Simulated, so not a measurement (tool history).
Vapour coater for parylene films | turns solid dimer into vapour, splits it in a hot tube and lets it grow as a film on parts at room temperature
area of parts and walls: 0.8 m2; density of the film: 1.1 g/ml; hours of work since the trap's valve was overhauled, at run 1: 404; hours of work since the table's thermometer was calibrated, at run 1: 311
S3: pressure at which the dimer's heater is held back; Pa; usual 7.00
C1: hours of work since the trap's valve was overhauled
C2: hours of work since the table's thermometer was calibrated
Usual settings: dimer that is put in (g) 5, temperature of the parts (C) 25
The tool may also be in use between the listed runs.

run 1 hour=0.0 | dimer_that_is_put_in_(g)=5 temperature_of_the_parts_(C)=25 S3=7.00 | C1=404 C2=311 | thickness_of_the_film_(µm)=3.64
run 2 hour=23.9 | dimer_that_is_put_in_(g)=5 temperature_of_the_parts_(C)=25 S3=7.00 | C1=419 C2=326 | thickness_of_the_film_(µm)=3.57
run 3 hour=38.6 | dimer_that_is_put_in_(g)=5 temperature_of_the_parts_(C)=25 S3=7.00 | C1=428 C2=335 | thickness_of_the_film_(µm)=3.59
run 4 hour=64.9 | dimer_that_is_put_in_(g)=5 temperature_of_the_parts_(C)=24 S3=7.00 | C1=445 C2=352 | thickness_of_the_film_(µm)=3.79
run 5 hour=84.9 | dimer_that_is_put_in_(g)=5 temperature_of_the_parts_(C)=25 S3=2.14 | C1=457 C2=364 | thickness_of_the_film_(µm)=3.95
-- hour=108.8 trap's valve overhauled
run 6 hour=111.9 | dimer_that_is_put_in_(g)=6 temperature_of_the_parts_(C)=25 S3=7.00 | C1=2 C2=379 | thickness_of_the_film_(µm)=4.58
run 7 hour=129.4 | dimer_that_is_put_in_(g)=6 temperature_of_the_parts_(C)=25 S3=7.00 | C1=13 C2=390 | thickness_of_the_film_(µm)=4.46
run 8 hour=152.6 | dimer_that_is_put_in_(g)=6 temperature_of_the_parts_(C)=25 S3=7.00 | C1=28 C2=404 | thickness_of_the_film_(µm)=4.49
run 9 hour=178.5 | dimer_that_is_put_in_(g)=5 temperature_of_the_parts_(C)=25 S3=7.00 | C1=44 C2=421 | thickness_of_the_film_(µm)=3.78
run 10 hour=202.7 | dimer_that_is_put_in_(g)=5 temperature_of_the_parts_(C)=18 S3=4.74 | C1=59 C2=436 | thickness_of_the_film_(µm)=5.37
run 11 hour=218.9 | dimer_that_is_put_in_(g)=5 temperature_of_the_parts_(C)=25 S3=7.68 | C1=69 C2=446 | thickness_of_the_film_(µm)=3.72
run 12 hour=241.5 | dimer_that_is_put_in_(g)=5 temperature_of_the_parts_(C)=25 S3=7.68 | C1=84 C2=460 | thickness_of_the_film_(µm)=3.64
run 13 hour=262.6 | dimer_that_is_put_in_(g)=5 temperature_of_the_parts_(C)=28 S3=7.00 | C1=97 C2=474 | thickness_of_the_film_(µm)=3.17

The next listed run, before its measurement:
run 14 hour=275.1 | dimer_that_is_put_in_(g)=3 temperature_of_the_parts_(C)=19 S3=4.42 | C1=105 C2=482 | thickness_of_the_film_(µm)=?

{"run 14": {"thickness of the film (µm)": 3.1}}
Without the tool's hidden state the same run would have given thickness of the film (µm) 3.24.
